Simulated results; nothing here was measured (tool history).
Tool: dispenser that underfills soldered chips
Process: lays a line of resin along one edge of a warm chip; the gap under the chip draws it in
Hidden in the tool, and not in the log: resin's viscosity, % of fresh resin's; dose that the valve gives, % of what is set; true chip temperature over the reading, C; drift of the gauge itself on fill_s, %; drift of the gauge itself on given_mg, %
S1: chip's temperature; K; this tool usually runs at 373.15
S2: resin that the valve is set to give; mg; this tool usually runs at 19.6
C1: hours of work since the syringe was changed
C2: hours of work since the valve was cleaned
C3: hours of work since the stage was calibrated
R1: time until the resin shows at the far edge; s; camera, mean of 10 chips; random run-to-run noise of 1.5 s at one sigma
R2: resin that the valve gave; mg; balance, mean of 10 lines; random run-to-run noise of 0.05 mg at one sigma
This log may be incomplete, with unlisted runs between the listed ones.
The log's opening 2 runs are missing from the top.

{"day": 0.592, "done": "new syringe of resin"}
{"run": 3, "day": 0.612, "S1": 381.15, "S2": 19.6, "C1": 0, "C2": 12, "C3": 122, "R1": 113.9, "R2": 19.49}
{"run": 4, "day": 0.833, "S1": 369.15, "S2": 19.6, "C1": 4, "C2": 15, "C3": 126, "R1": 180.5, "R2": 19.51}
{"day": 1.175, "done": "new syringe of resin"}
{"run": 5, "day": 1.196, "S1": 369.15, "S2": 19.6, "C1": 0, "C2": 20, "C3": 131, "R1": 161.8, "R2": 19.47}
{"run": 6, "day": 1.567, "S1": 369.15, "S2": 19.6, "C1": 6, "C2": 26, "C3": 137, "R1": 195.4, "R2": 19.42}
{"day": 1.775, "done": "new syringe of resin"}
{"run": 7, "day": 1.921, "S1": 369.15, "S2": 19.6, "C1": 2, "C2": 31, "C3": 142, "R1": 173.6, "R2": 19.34}
{"run": 8, "day": 2.1, "S1": 369.15, "S2": 19.6, "C1": 5, "C2": 34, "C3": 144, "R1": 188.9, "R2": 19.34}
{"day": 2.379, "done": "new syringe of resin"}
{"run": 9, "day": 2.496, "S1": 369.15, "S2": 19.6, "C1": 2, "C2": 40, "C3": 150, "R1": 172.4, "R2": 19.24}
{"run": 10, "day": 2.717, "S1": 369.15, "S2": 19.6, "C1": 5, "C2": 43, "C3": 154, "R1": 196.2, "R2": 19.24}
{"day": 2.979, "done": "new syringe of resin"}
{"run": 11, "day": 3.125, "S1": 369.15, "S2": 19.6, "C1": 2, "C2": 49, "C3": 160, "R1": 170.1, "R2": 19.27}
{"run": 12, "day": 3.483, "S1": 373.15, "S2": 19.6, "C1": 8, "C2": 55, "C3": 165, "R1": 183.4, "R2": 19.09}
{"day": 3.567, "done": "new syringe of resin"}
{"run": 13, "day": 3.771, "S1": 368.15, "S2": 19.6, "C1": 3, "C2": 59, "C3": 169, "R1": 185.7, "R2": 19.08}
{"day": 4.146, "done": "new syringe of resin"}
{"run": 14, "day": 4.183, "S1": 368.15, "S2": 19.6, "C1": 1, "C2": 65, "C3": 175, "R1": 168.1, "R2": 19.15}
{"run": 15, "day": 4.362, "S1": 368.15, "S2": 19.6, "C1": 3, "C2": 68, "C3": 178, "R1": 185.7, "R2": 19.05}
{"day": 4.729, "done": "new syringe of resin"}
{"run": 16, "day": 4.729, "S1": 368.15, "S2": 18, "C1": 0, "C2": 73, "C3": 183, "R1": 169.5, "R2": 17.39}
{"run": 17, "day": 4.958, "S1": 368.15, "S2": 18, "C1": 3, "C2": 76, "C3": 187, "R1": 193.9, "R2": 17.41}
{"day": 5.312, "done": "new syringe of resin"}
{"run": 18, "day": 5.312, "S1": 368.15, "S2": 23.5, "C1": 0, "C2": 82, "C3": 192, "R1": 167.7, "R2": 22.61}
{"run": 19, "day": 5.658, "S1": 373.15, "S2": 19.3, "C1": 5, "C2": 87, "C3": 197, "R1": 175, "R2": 18.55}
{"day": 5.908, "done": "new syringe of resin"}
{"run": 20, "day": 6.067, "S1": 370.15, "S2": 21, "C1": 2, "C2": 93, "C3": 203, "R1": 168.5, "R2": 20.06}
{"day": 6.367, "done": "dispensing valve cleaned and set on the balance"}
{"run": 21, "day": 6.492, "S1": 370.15, "S2": 21, "C1": 8, "C2": 2, "C3": 209, "R1": 203.1, "R2": 20.92}
{"day": 6.533, "done": "new syringe of resin"}
{"run": 22, "day": 6.812, "S1": 370.15, "S2": 21, "C1": 4, "C2": 7, "C3": 214, "R1": 174.8, "R2": 21.04}
{"day": 7.117, "done": "new syringe of resin"}
{"run": 23, "day": 7.179, "S1": 363.15, "S2": 17.7, "C1": 1, "C2": 12, "C3": 219, "R1": 205.1, "R2": 17.5}
{"run": 24, "day": 7.4, "S1": 361.15, "S2": 23.1, "C1": 4, "C2": 15, "C3": 222, "R1": 236.8, "R2": 22.88}
{"day": 7.696, "done": "new syringe of resin"}
{"run": 25, "day": 7.696, "S1": 385.15, "S2": 23.1, "C1": 0, "C2": 20, "C3": 227, "R1": 99.8, "R2": 22.84}

Expected results for the next run?
{"run": 26, "day": 8.021, "S1": 370.15, "S2": 18.1, "C1": 5, "C2": 24, "C3": 232, "R1": "?", "R2": "?"}

Run 26 produced R1 187.9 s, R2 17.9 mg.
With no hidden state in the tool, this same run would have given R1 158.9 s, R2 18.09 mg.
